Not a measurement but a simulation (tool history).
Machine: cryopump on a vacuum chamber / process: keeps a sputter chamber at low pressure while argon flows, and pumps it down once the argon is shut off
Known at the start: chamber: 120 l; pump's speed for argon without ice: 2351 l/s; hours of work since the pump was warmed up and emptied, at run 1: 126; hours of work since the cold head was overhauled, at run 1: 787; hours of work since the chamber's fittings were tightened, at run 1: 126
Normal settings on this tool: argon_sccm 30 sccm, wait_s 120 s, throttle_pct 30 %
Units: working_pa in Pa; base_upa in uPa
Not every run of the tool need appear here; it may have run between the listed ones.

run	hour	argon_sccm	wait_s	throttle_pct	hours of work since the pump was warmed up and emptied	hours of work since the cold head was overhauled	hours of work since the chamber's fittings were tightened	working_pa	base_upa
1	0.0	30	120	30	126	787	126	0.0758	0.55
2	24.4	30	42	30	138	799	138	0.0748	1.35
3	56.7	30	42	30	154	815	154	0.0755	1.35
4	86.2	56	120	30	169	830	169	0.1431	0.59
5	125.3	56	120	30	189	850	189	0.1432	0.61
6	143.3	56	120	30	198	859	198	0.1444	0.64
7	173.1	30	44	32	213	874	213	0.0745	1.32
8	212.9	30	44	32	234	895	234	0.0735	1.33
9	245.7	27	156	30	250	911	250	0.0715	0.58
10	278.9	27	225	18	267	928	267	0.1150	0.43
11	302.2	27	225	18	279	940	279	0.1158	0.42
12	325.2	40	120	17	291	952	291	0.1802	0.63

Pick out some run-to-run changes in working_pa. Of each, how much would a tool without hidden state show as well, from the settings, what came in and chance, and how much is left for the hidden state and any gauge scatter not in both results compared?
What the log doesn't record here: pump's speed, % of a pump's without ice; cold plate's temperature, K; leak into the chamber, uPa l/s; drift of the gauge itself on working_pa, %; drift of the gauge itself on base_upa, %.
Run 3 -> 4: argon_sccm 30 -> 56, wait_s 42 -> 120. working_pa +0.0676 Pa: hidden state +0.0045, all else +0.0631.
Run 6 -> 7: argon_sccm 56 -> 30, wait_s 120 -> 44, throttle_pct 30 -> 32. working_pa -0.0699 Pa: hidden state -0.0042, all else -0.0657.
